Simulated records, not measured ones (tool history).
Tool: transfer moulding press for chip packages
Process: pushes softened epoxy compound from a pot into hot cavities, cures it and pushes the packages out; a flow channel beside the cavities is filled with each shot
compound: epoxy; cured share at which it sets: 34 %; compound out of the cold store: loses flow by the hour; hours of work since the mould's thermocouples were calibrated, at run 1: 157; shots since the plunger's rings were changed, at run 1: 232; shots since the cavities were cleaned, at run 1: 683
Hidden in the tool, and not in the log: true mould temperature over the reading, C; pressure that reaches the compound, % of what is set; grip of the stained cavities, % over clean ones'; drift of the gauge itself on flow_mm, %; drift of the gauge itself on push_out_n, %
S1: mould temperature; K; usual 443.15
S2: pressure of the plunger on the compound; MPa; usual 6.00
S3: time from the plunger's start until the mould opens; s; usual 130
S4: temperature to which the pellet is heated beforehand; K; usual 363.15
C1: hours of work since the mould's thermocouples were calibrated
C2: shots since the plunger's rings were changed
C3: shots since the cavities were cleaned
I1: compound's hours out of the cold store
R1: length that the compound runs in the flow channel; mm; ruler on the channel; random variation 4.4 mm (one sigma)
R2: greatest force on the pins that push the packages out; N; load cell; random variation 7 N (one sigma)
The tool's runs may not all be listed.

run 1 hour=0.0 | S1=443.15 S2=6.00 S3=130 S4=363.15 | C1=157 C2=232 C3=683 | I1=39.1 | R1=625 R2=295
run 2 hour=5.5 | S1=446.15 S2=6.00 S3=130 S4=363.15 | C1=160 C2=273 C3=724 | I1=42.6 | R1=601 R2=258
run 3 hour=12.6 | S1=443.15 S2=6.00 S3=130 S4=363.15 | C1=164 C2=327 C3=778 | I1=15.7 | R1=672 R2=294
run 4 hour=22.0 | S1=443.15 S2=6.00 S3=130 S4=363.15 | C1=168 C2=397 C3=848 | I1=42.6 | R1=613 R2=293
-- hour=26.0 cavities cleaned with cleaning compound and waxed
run 5 hour=30.9 | S1=449.15 S2=6.00 S3=130 S4=363.15 | C1=172 C2=453 C3=36 | I1=39.5 | R1=600 R2=256
run 6 hour=40.4 | S1=449.15 S2=6.00 S3=130 S4=363.15 | C1=177 C2=525 C3=108 | I1=28.0 | R1=627 R2=255
run 7 hour=48.2 | S1=443.15 S2=6.00 S3=130 S4=359.15 | C1=181 C2=584 C3=167 | I1=11.7 | R1=689 R2=300
run 8 hour=53.3 | S1=443.15 S2=6.00 S3=130 S4=359.15 | C1=184 C2=622 C3=205 | I1=42.5 | R1=606 R2=293
run 9 hour=59.3 | S1=443.15 S2=6.00 S3=130 S4=363.15 | C1=187 C2=667 C3=250 | I1=46.1 | R1=607 R2=297
run 10 hour=68.9 | S1=443.15 S2=6.00 S3=130 S4=363.15 | C1=191 C2=739 C3=322 | I1=19.4 | R1=675 R2=289
run 11 hour=77.3 | S1=443.15 S2=6.00 S3=130 S4=363.15 | C1=196 C2=802 C3=385 | I1=45.3 | R1=608 R2=288
run 12 hour=86.4 | S1=443.15 S2=6.00 S3=130 S4=353.15 | C1=200 C2=871 C3=454 | I1=20.5 | R1=667 R2=303
run 13 hour=96.0 | S1=443.15 S2=6.00 S3=130 S4=353.15 | C1=205 C2=943 C3=526 | I1=14.7 | R1=672 R2=298
run 14 hour=101.9 | S1=443.15 S2=6.00 S3=130 S4=353.15 | C1=208 C2=988 C3=571 | I1=17.0 | R1=671 R2=297
run 15 hour=107.2 | S1=443.15 S2=6.00 S3=130 S4=353.15 | C1=211 C2=1028 C3=611 | I1=14.0 | R1=678 R2=308
run 16 hour=115.1 | S1=443.15 S2=6.00 S3=138 S4=368.15 | C1=215 C2=1087 C3=670 | I1=9.8 | R1=694 R2=274
run 17 hour=124.5 | S1=443.15 S2=7.34 S3=131 S4=363.15 | C1=220 C2=1158 C3=741 | I1=28.9 | R1=714 R2=297
run 18 hour=134.1 | S1=443.15 S2=6.00 S3=128 S4=371.15 | C1=225 C2=1230 C3=813 | I1=11.1 | R1=686 R2=291
-- hour=142.9 cavities cleaned with cleaning compound and waxed
run 19 hour=142.9 | S1=443.15 S2=6.00 S3=151 S4=371.15 | C1=228 C2=1285 C3=0 | I1=29.2 | R1=648 R2=268
run 20 hour=149.1 | S1=443.15 S2=6.00 S3=130 S4=372.15 | C1=231 C2=1332 C3=47 | I1=10.6 | R1=700 R2=294
run 21 hour=155.4 | S1=444.15 S2=6.00 S3=159 S4=363.15 | C1=235 C2=1379 C3=94 | I1=42.2 | R1=609 R2=254
run 22 hour=164.0 | S1=447.15 S2=4.74 S3=120 S4=354.15 | C1=239 C2=1444 C3=159 | I1=30.6 | R1=558 R2=293
run 23 hour=173.0 | S1=440.15 S2=4.74 S3=120 S4=354.15 | C1=244 C2=1512 C3=227 | I1=29.0 | R1=573 R2=412
run 24 hour=177.3 | S1=444.15 S2=4.67 S3=138 S4=365.15 | C1=246 C2=1544 C3=259 | I1=47.3 | R1=528 R2=253
run 25 hour=184.5 | S1=444.15 S2=7.06 S3=138 S4=367.15 | C1=249 C2=1598 C3=313 | I1=36.3 | R1=676 R2=279
run 26 hour=191.8 | S1=443.15 S2=6.04 S3=130 S4=366.15 | C1=253 C2=1654 C3=369 | I1=44.7 | R1=603 R2=294
run 27 hour=197.2 | S1=443.15 S2=6.04 S3=130 S4=366.15 | C1=256 C2=1694 C3=409 | I1=44.6 | R1=605 R2=281
run 28 hour=204.9 | S1=443.15 S2=6.04 S3=130 S4=366.15 | C1=260 C2=1752 C3=467 | I1=11.9 | R1=689 R2=290
run 29 hour=213.7 | S1=445.15 S2=6.81 S3=156 S4=371.15 | C1=264 C2=1819 C3=534 | I1=36.5 | R1=662 R2=259

Hidden state at the last listed run before each entry between runs and at the first one after, where it differs:
Between runs 4 and 5: cavities cleaned with cleaning compound and waxed (hour 26.0)
  grip of the stained cavities, % over clean ones': 0.9 -> 0.1
Between runs 18 and 19: cavities cleaned with cleaning compound and waxed (hour 142.9)
  grip of the stained cavities, % over clean ones': 0.9 -> 0
